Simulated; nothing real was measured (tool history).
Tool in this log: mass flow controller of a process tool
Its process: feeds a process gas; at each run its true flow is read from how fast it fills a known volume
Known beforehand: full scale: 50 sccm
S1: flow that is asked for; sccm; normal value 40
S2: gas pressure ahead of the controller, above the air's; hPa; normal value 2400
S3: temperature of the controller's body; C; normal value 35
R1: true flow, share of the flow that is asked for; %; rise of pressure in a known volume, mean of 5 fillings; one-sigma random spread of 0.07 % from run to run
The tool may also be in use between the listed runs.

| run | day | S1 | S2 | S3 | R1 |
|---|---|---|---|---|---|
| 1 | 0.000 | 40 | 2400 | 35 | 98.52 |
| 2 | 8.879 | 40 | 2400 | 29 | 99.03 |
| 3 | 18.804 | 40 | 2400 | 29 | 98.94 |
| 4 | 27.662 | 40 | 2400 | 29 | 98.93 |
| 5 | 36.758 | 40 | 2400 | 29 | 98.81 |
| 6 | 43.633 | 27 | 2400 | 29 | 98.54 |
| 7 | 52.329 | 27 | 2400 | 29 | 98.43 |

Estimate the outcome of run 8 from the log above:
| 8 | 57.229 | 27 | 2400 | 29 | ? |

{"run 8": {"R1": 98.39}}
If the tool had no hidden condition, the same run with the same run-to-run variation would have returned R1 98.69 %.
